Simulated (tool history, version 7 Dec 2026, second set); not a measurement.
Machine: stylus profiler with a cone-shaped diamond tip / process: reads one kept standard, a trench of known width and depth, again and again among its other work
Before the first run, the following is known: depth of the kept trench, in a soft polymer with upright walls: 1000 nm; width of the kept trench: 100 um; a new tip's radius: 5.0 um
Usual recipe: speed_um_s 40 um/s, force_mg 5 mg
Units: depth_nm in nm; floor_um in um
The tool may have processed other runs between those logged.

run	day	speed_um_s	force_mg	depth_nm	floor_um
1	0	40	5	1016.02	93.68
2	0.462	40	8.38	1022.35	93.72
3	1.304	40	5	1016.06	93.71
4	2.05	40	5	1016.18	93.64
5	2.475	51	5	1015.91	93.65
6	3.425	51	7.88	1021.51	93.64
7	3.996	51	7.88	1021.9	93.6
8	4.704	51	2.34	1009.57	93.57
9	5.417	51	2.34	1010.26	93.53
10	5.962	51	2.34	1010.14	93.48
11	6.538	25	2.04	1009.47	93.6
12	7.192	12	2.04	1009.01	93.61
13	7.971	128	13.38	1031.09	93.47
14	8.708	40	8.65	1023.92	93.56
15	9.421	87	14.86	1033.57	93.47
16	10.275	44	1.9	1008.9	93.39
17	10.75	44	1.9	1009.01	93.42
18	11.621	54	3.86	1013.87	93.46
19	12.321	11	12.64	1030.16	93.51
20	12.746	11	12.64	1029.81	93.48

Predict each of these 4 candidate next runs independently; none follows another, all start after run 20:
A	13.208	119	5	?	?
B	13.208	52	12.64	?	?
C	13.208	40	3.41	?	?
D	13.208	10	12.64	?	?

run	depth_nm	floor_um
A	1016.22	93.26
B	1030.62	93.42
C	1012.91	93.42
D	1030.47	93.45
With no hidden state in the tool, these same runs would have given:
run	depth_nm	floor_um
A	1015.36	93.77
B	1029.75	93.93
C	1012.06	93.93
D	1029.61	93.95
